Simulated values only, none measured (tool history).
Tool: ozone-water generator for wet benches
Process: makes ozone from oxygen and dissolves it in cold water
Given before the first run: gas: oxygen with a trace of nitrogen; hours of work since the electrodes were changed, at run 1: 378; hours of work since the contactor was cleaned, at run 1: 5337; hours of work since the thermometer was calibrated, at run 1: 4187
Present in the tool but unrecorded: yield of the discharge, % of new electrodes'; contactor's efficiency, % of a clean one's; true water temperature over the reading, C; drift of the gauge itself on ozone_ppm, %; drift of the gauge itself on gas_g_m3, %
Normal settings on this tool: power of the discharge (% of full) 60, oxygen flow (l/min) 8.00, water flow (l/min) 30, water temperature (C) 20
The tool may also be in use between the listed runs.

run     day  power of the discharge (% of full)  oxygen flow (l/min)  water flow (l/min)  water temperature (C)  hours of work since the electrodes were changed  hours of work since the contactor was cleaned  hours of work since the thermometer was calibrated  dissolved ozone (ppm)  ozone in the gas ahead of the water (g/m3)
  1   0.000                                  60                 8.00                  30                     20                                              378                                           5337                                                4187                   12.8                                       148.4
  2   4.146                                  48                 8.00                  30                     20                                              445                                           5403                                                4254                   10.3                                       122.1
  3   6.725                                  48                 8.00                  30                     20                                              486                                           5445                                                4295                   10.4                                       122.0
  4   8.917                                  48                 8.00                  30                     20                                              522                                           5480                                                4331                   10.2                                       123.2
  5  12.808                                  59                 8.00                  30                     20                                              584                                           5543                                                4394                   12.5                                       147.3
  6  15.988                                  60                 8.00                  25                     20                                              636                                           5594                                                4445                   14.7                                       147.8
  7  20.712                                  60                 8.00                  30                     20                                              712                                           5670                                                4521                   12.6                                       149.2
  8  23.800                                  60                 8.00                  30                     20                                              761                                           5720                                                4571                   12.9                                       149.1
  9  25.921                                  60                 8.00                  30                     20                                              796                                           5754                                                4605                   12.7                                       149.6
 10  28.996                                  60                 8.00                  30                     20                                              845                                           5804                                                4654                   12.6                                       149.0
 11  31.042                                  60                 9.40                  30                     20                                              878                                           5837                                                4687                   12.7                                       137.2
 12  34.550                                  60                 9.40                  39                     20                                              935                                           5894                                                4744                   10.0                                       138.4
 13  38.179                                  60                 9.40                  39                     20                                              993                                           5952                                                4802                    9.7                                       136.3
 14  42.742                                  60                 9.40                  39                     20                                             1067                                           6026                                                4876                   10.1                                       136.6
 15  46.438                                  60                10.26                  30                     20                                             1126                                           6085                                                4936                   12.6                                       130.2
 16  49.242                                  60                10.26                  30                     20                                             1172                                           6130                                                4981                   12.6                                       132.2
 17  53.079                                  60                10.26                  30                     20                                             1233                                           6192                                                5043                   12.6                                       131.6
 18  57.167                                  54                 8.00                  30                     17                                             1299                                           6258                                                5109                   12.1                                       135.5
 19  59.888                                  54                 8.00                  38                     17                                             1343                                           6302                                                5152                    9.4                                       136.1
 20  64.438                                  55                11.41                  38                     13                                             1416                                           6375                                                5226                   10.7                                       115.8

For run 21, what comes out?
 21  68.979                                  55                11.41                  38                     13                                             1490                                           6448                                                5299                      ?                                           ?

Run 21 produced dissolved ozone (ppm) 10.5, ozone in the gas ahead of the water (g/m3) 116.2.
Had the tool carried no hidden state, the very same run would have given dissolved ozone (ppm) 10.5, ozone in the gas ahead of the water (g/m3) 116.2.
